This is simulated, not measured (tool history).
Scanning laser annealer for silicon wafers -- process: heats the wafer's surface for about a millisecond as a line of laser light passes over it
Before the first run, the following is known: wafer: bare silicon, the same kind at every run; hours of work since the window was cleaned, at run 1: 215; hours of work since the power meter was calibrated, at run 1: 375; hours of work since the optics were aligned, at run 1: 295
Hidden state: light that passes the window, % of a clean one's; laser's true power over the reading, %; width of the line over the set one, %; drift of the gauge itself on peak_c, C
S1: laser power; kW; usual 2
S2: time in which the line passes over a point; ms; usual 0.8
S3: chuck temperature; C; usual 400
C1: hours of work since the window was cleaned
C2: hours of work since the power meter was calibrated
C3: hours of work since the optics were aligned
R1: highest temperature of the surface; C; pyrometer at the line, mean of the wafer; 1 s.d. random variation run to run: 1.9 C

Run 1, hour 0: usual settings; C1 215; C2 375; C3 295. Result: R1 1246 C.
Run 2, hour 25.5: usual settings; C1 234; C2 395; C3 315. Result: R1 1247 C.
Run 3, hour 62.3: usual settings; C1 261; C2 422; C3 342. Result: R1 1245 C.
Run 4, hour 90.2: usual settings; C1 282; C2 443; C3 363. Result: R1 1245 C.
Run 5, hour 110: usual settings; C1 297; C2 458; C3 378. Result: R1 1243 C.
Run 6, hour 126.9: usual settings; C1 310; C2 471; C3 391. Result: R1 1245 C.
Run 7, hour 155.9: usual settings; C1 332; C2 493; C3 413. Result: R1 1244 C.
Run 8, hour 189.8: usual settings; C1 357; C2 518; C3 438. Result: R1 1244 C.
Run 9, hour 224: usual settings; C1 383; C2 544; C3 464. Result: R1 1246 C.
Run 10, hour 248.2: usual settings; C1 401; C2 562; C3 482. Result: R1 1246 C.
Run 11, hour 278.7: usual settings; C1 424; C2 585; C3 505. Result: R1 1243 C.
Run 12, hour 297.1: usual settings but S3 386 C; C1 438; C2 599; C3 519. Result: R1 1230 C.
Run 13, hour 325.8: usual settings but S3 386 C; C1 460; C2 621; C3 541. Result: R1 1232 C.
At hour 362.3: window over the wafer cleaned.
Run 14, hour 363.1: usual settings; C1 1; C2 647; C3 567. Result: R1 1242 C.
Run 15, hour 401.6: usual settings; C1 30; C2 676; C3 596. Result: R1 1241 C.
Run 16, hour 441.6: usual settings; C1 60; C2 706; C3 626. Result: R1 1247 C.
Run 17, hour 474.7: usual settings but S3 395 C; C1 85; C2 731; C3 651. Result: R1 1238 C.
Run 18, hour 506.3: usual settings but S1 1.93 kW, S3 395 C; C1 108; C2 755; C3 675. Result: R1 1209 C.
Run 19, hour 535.6: usual settings but S1 2.16 kW, S3 361 C; C1 130; C2 777; C3 697. Result: R1 1271 C.
Run 20, hour 554.1: usual settings but S1 1.869 kW, S3 409 C; C1 144; C2 791; C3 711. Result: R1 1195 C.
Run 21, hour 574.3: usual settings but S2 0.65 ms, S3 426 C; C1 159; C2 806; C3 726. Result: R1 1173 C.
Run 22, hour 601.3: usual settings but S2 0.65 ms, S3 426 C; C1 180; C2 826; C3 746. Result: R1 1172 C.
Run 23, hour 629.3: usual settings but S1 1.857 kW, S2 0.935 ms, S3 428 C; C1 201; C2 847; C3 767. Result: R1 1288 C.
Run 24, hour 663.9: usual settings but S1 1.857 kW, S2 0.935 ms, S3 428 C; C1 227; C2 874; C3 793. Result: R1 1285 C.
Run 25, hour 690.7: usual settings but S1 1.812 kW, S2 0.991 ms, S3 374 C; C1 247; C2 894; C3 814. Result: R1 1239 C.
Run 26, hour 718.7: usual settings but S1 1.812 kW, S2 0.991 ms, S3 374 C; C1 268; C2 915; C3 835. Result: R1 1240 C.
Run 27, hour 749.1: usual settings but S1 1.812 kW, S2 0.991 ms, S3 374 C; C1 291; C2 938; C3 858. Result: R1 1239 C.
Run 28, hour 783: usual settings but S1 1.735 kW, S2 0.638 ms, S3 386 C; C1 317; C2 963; C3 883. Result: R1 1026 C.
Run 29, hour 820.3: usual settings but S1 1.735 kW, S2 0.638 ms, S3 386 C; C1 345; C2 991; C3 911. Result: R1 1028 C.
Run 30, hour 849.7: usual settings but S2 0.641 ms; C1 367; C2 1013; C3 933. Result: R1 1143 C.
Run 31, hour 875.8: usual settings but S2 0.641 ms; C1 386; C2 1033; C3 953. Result: R1 1141 C.
Run 32, hour 897.9: usual settings but S2 0.902 ms, S3 414 C; C1 403; C2 1050; C3 970. Result: R1 1322 C.
Run 33, hour 938.4: usual settings but S1 2.005 kW, S2 0.806 ms, S3 390 C; C1 434; C2 1080; C3 1000. Result: R1 1241 C.
Run 34, hour 972.4: usual settings but S2 0.689 ms; C1 459; C2 1106; C3 1026. Result: R1 1178 C.
Run 35, hour 1004: usual settings but S2 0.569 ms, S3 433 C; C1 483; C2 1129; C3 1049. Result: R1 1125 C.
At hour 1010.1: window over the wafer cleaned.
Run 36, hour 1031.3: usual settings but S1 1.959 kW, S2 0.59 ms, S3 373 C; C1 16; C2 1148; C3 1068. Result: R1 1064 C.

4 ways to go on from here, each from the tool as it stands after run 36. What would each give?
Run A, hour 1073.2: usual settings but S2 0.574 ms; C1 48; C2 1180; C3 1100. Result: R1 ?.
Run B, hour 1073.2: usual settings but S1 2.014 kW, S3 438 C; C1 48; C2 1180; C3 1100. Result: R1 ?.
Run C, hour 1073.2: usual settings but S2 0.812 ms, S3 413 C; C1 48; C2 1180; C3 1100. Result: R1 ?.
Run D, hour 1073.2: usual settings but S1 1.922 kW, S2 0.766 ms, S3 414 C; C1 48; C2 1180; C3 1100. Result: R1 ?.

run    R1
  A  1097
  B  1288
  C  1265
  D  1204
Without the tool's unlogged condition, the same runs would have read:
run    R1
  A  1097
  B  1288
  C  1265
  D  1204

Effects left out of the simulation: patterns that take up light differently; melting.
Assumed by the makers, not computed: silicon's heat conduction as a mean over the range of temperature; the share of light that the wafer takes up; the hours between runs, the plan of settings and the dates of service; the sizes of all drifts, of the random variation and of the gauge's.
